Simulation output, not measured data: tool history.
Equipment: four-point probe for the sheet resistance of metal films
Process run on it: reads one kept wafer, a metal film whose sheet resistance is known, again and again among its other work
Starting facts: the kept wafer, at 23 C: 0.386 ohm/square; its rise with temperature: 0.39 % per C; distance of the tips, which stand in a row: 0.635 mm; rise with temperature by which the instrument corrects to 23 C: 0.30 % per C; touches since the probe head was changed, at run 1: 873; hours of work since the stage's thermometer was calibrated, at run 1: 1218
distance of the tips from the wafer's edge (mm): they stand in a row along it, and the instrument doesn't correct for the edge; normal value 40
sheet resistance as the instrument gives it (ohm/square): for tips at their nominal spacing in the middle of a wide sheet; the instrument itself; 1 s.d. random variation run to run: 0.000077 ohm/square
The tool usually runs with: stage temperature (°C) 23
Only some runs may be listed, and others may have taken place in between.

| run | hour | stage temperature (°C) | distance of the tips from the wafer's edge (mm) | touches since the probe head was changed | hours of work since the stage's thermometer was calibrated | sheet resistance as the instrument gives it (ohm/square) |
|---|---|---|---|---|---|---|
| 1 | 0.0 | 23 | 40 | 873 | 1218 | 0.385343 |
| 2 | 47.8 | 23 | 40 | 1860 | 1239 | 0.385340 |
| 3 | 80.9 | 23 | 40 | 2544 | 1254 | 0.385353 |
| 4 | 124.5 | 23 | 40 | 3446 | 1273 | 0.385280 |
| 5 | 168.7 | 23 | 40 | 4360 | 1293 | 0.385211 |
| 6 | 212.9 | 23 | 40 | 5272 | 1312 | 0.385208 |
| 7 | 258.0 | 23 | 40 | 6204 | 1332 | 0.385181 |
|  | 261.1 | stage's thermometer calibrated |
| 8 | 280.8 | 23 | 40 | 6665 | 9 | 0.385050 |
| 9 | 312.6 | 23 | 40 | 7323 | 23 | 0.384956 |
| 10 | 336.3 | 23 | 12 | 7813 | 33 | 0.385450 |
| 11 | 381.5 | 23 | 12 | 8746 | 53 | 0.385520 |
| 12 | 421.3 | 23 | 9 | 9569 | 71 | 0.385851 |

What does the tool deliver on the next run?
| 13 | 446.3 | 19 | 16 | 10087 | 82 | ? |

sheet resistance as the instrument gives it (ohm/square): 0.383917
On a tool with no hidden condition, and with the same random variation, this run would have come out at sheet resistance as the instrument gives it (ohm/square) 0.385107.

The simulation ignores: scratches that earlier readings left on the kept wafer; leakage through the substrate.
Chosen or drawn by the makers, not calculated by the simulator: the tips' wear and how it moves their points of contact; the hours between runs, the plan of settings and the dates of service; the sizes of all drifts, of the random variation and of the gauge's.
